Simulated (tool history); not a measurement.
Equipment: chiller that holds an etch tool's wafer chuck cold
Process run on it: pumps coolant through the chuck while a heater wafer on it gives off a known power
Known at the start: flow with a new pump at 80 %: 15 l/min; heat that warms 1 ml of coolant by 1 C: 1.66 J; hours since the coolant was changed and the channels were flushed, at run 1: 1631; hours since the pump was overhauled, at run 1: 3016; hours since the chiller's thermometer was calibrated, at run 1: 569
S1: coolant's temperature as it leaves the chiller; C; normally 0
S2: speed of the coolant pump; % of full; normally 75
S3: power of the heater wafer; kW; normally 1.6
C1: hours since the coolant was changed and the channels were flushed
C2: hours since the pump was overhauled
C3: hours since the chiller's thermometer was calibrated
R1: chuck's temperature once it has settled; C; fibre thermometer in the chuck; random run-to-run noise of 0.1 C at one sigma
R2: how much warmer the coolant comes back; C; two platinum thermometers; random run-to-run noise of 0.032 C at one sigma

Run 1, hour 0: usual settings; C1 1631; C2 3016; C3 569. Result: R1 15.5 C, R2 4.14 C.
Run 2, hour 58: usual settings but S2 77 % of full; C1 1689; C2 3074; C3 627. Result: R1 15.2 C, R2 3.99 C.
Run 3, hour 105.3: usual settings but S2 77 % of full; C1 1736; C2 3121; C3 674. Result: R1 15.2 C, R2 4.06 C.
Run 4, hour 169.9: usual settings but S2 77 % of full; C1 1801; C2 3186; C3 739. Result: R1 15.1 C, R2 4.11 C.
Run 5, hour 235: usual settings but S2 77 % of full; C1 1866; C2 3251; C3 804. Result: R1 15.3 C, R2 4.06 C.
Run 6, hour 327.3: usual settings but S2 77 % of full; C1 1958; C2 3343; C3 896. Result: R1 15.1 C, R2 3.99 C.
Run 7, hour 405.5: usual settings; C1 2036; C2 3421; C3 975. Result: R1 15.6 C, R2 4.15 C.
Run 8, hour 470.2: usual settings but S1 9 C; C1 2101; C2 3486; C3 1039. Result: R1 24.6 C, R2 4.18 C.
Run 9, hour 551.1: usual settings but S1 9 C; C1 2182; C2 3567; C3 1120. Result: R1 24.4 C, R2 4.16 C.
Run 10, hour 616.2: usual settings; C1 2247; C2 3632; C3 1185. Result: R1 15.3 C, R2 4.16 C.
Run 11, hour 701.4: usual settings but S3 2.058 kW; C1 2332; C2 3717; C3 1270. Result: R1 19.8 C, R2 5.3 C.
Run 12, hour 744.7: usual settings; C1 2375; C2 3761; C3 1314. Result: R1 15.5 C, R2 4.15 C.
Run 13, hour 800.1: usual settings; C1 2431; C2 3816; C3 1369. Result: R1 15.4 C, R2 4.19 C.
Run 14, hour 867: usual settings; C1 2498; C2 3883; C3 1436. Result: R1 15.5 C, R2 4.12 C.
Run 15, hour 942.6: usual settings but S1 4 C; C1 2573; C2 3958; C3 1512. Result: R1 19.5 C, R2 4.19 C.
Run 16, hour 993: usual settings but S1 4 C; C1 2624; C2 4009; C3 1562. Result: R1 19.2 C, R2 4.13 C.
Run 17, hour 1045.8: usual settings but S1 -9 C, S3 1.231 kW; C1 2677; C2 4062; C3 1615. Result: R1 3 C, R2 3.17 C.
Run 18, hour 1122.7: usual settings but S1 -9 C, S3 1.231 kW; C1 2753; C2 4139; C3 1692. Result: R1 2.9 C, R2 3.19 C.
Run 19, hour 1185: usual settings but S1 -2 C, S3 1.395 kW; C1 2816; C2 4201; C3 1754. Result: R1 11.5 C, R2 3.62 C.
Run 20, hour 1235.2: usual settings but S1 1 C, S2 93 % of full, S3 1.471 kW; C1 2866; C2 4251; C3 1804. Result: R1 13.5 C, R2 2.98 C.
Run 21, hour 1277: usual settings but S1 1 C, S2 82 % of full, S3 1.69 kW; C1 2908; C2 4293; C3 1846. Result: R1 16.3 C, R2 4.04 C.
Run 22, hour 1361.6: usual settings but S1 -6 C, S2 89 % of full, S3 2.245 kW; C1 2992; C2 4377; C3 1931. Result: R1 13.3 C, R2 4.78 C.
Run 23, hour 1448: usual settings but S2 94 % of full, S3 1.949 kW; C1 3079; C2 4464; C3 2017. Result: R1 16.3 C, R2 3.95 C.
Run 24, hour 1508: usual settings but S1 9 C, S2 76 % of full, S3 1.735 kW; C1 3139; C2 4524; C3 2077. Result: R1 25.6 C, R2 4.47 C.
Run 25, hour 1585.8: usual settings but S2 69 % of full; C1 3217; C2 4602; C3 2155. Result: R1 16.3 C, R2 4.52 C.
Run 26, hour 1654: usual settings but S1 9 C, S2 81 % of full, S3 0.982 kW; C1 3285; C2 4670; C3 2223. Result: R1 18 C, R2 2.36 C.
Run 27, hour 1746.1: usual settings but S3 1.658 kW; C1 3377; C2 4762; C3 2315. Result: R1 16.1 C, R2 4.37 C.
Run 28, hour 1810: usual settings but S2 63 % of full, S3 1.999 kW; C1 3441; C2 4826; C3 2379. Result: R1 21.6 C, R2 6.34 C.
Run 29, hour 1881.9: usual settings but S2 63 % of full, S3 1.999 kW; C1 3513; C2 4898; C3 2451. Result: R1 21.6 C, R2 6.3 C.
Run 30, hour 1943.8: usual settings but S1 3 C, S2 65 % of full, S3 2.162 kW; C1 3575; C2 4960; C3 2513. Result: R1 26 C, R2 6.64 C.
Run 31, hour 2027.7: usual settings but S1 3 C, S2 65 % of full, S3 2.162 kW; C1 3658; C2 5044; C3 2597. Result: R1 25.9 C, R2 6.62 C.
Run 32, hour 2104.5: usual settings but S1 3 C, S2 65 % of full, S3 2.162 kW; C1 3735; C2 5120; C3 2674. Result: R1 25.9 C, R2 6.57 C.

3 options for the next run, each taken on its own from the tool as it stands now. Forecast them:
Run A, hour 2169.1: usual settings but S2 66 % of full; C1 3800; C2 5185; C3 2738. Result: R1 ?, R2 ?.
Run B, hour 2169.1: usual settings but S1 -9 C, S2 60 % of full; C1 3800; C2 5185; C3 2738. Result: R1 ?, R2 ?.
Run C, hour 2169.1: usual settings but S1 3 C, S2 97 % of full, S3 2.162 kW; C1 3800; C2 5185; C3 2738. Result: R1 ?, R2 ?.

run    R1    R2
  A  16.9  4.75
  B   8.9  5.37
  C  20.8  4.22
Had the tool no hidden state, the same runs would have come out as:
run    R1    R2
  A  16.9  4.75
  B   8.9  5.36
  C  20.7  4.21

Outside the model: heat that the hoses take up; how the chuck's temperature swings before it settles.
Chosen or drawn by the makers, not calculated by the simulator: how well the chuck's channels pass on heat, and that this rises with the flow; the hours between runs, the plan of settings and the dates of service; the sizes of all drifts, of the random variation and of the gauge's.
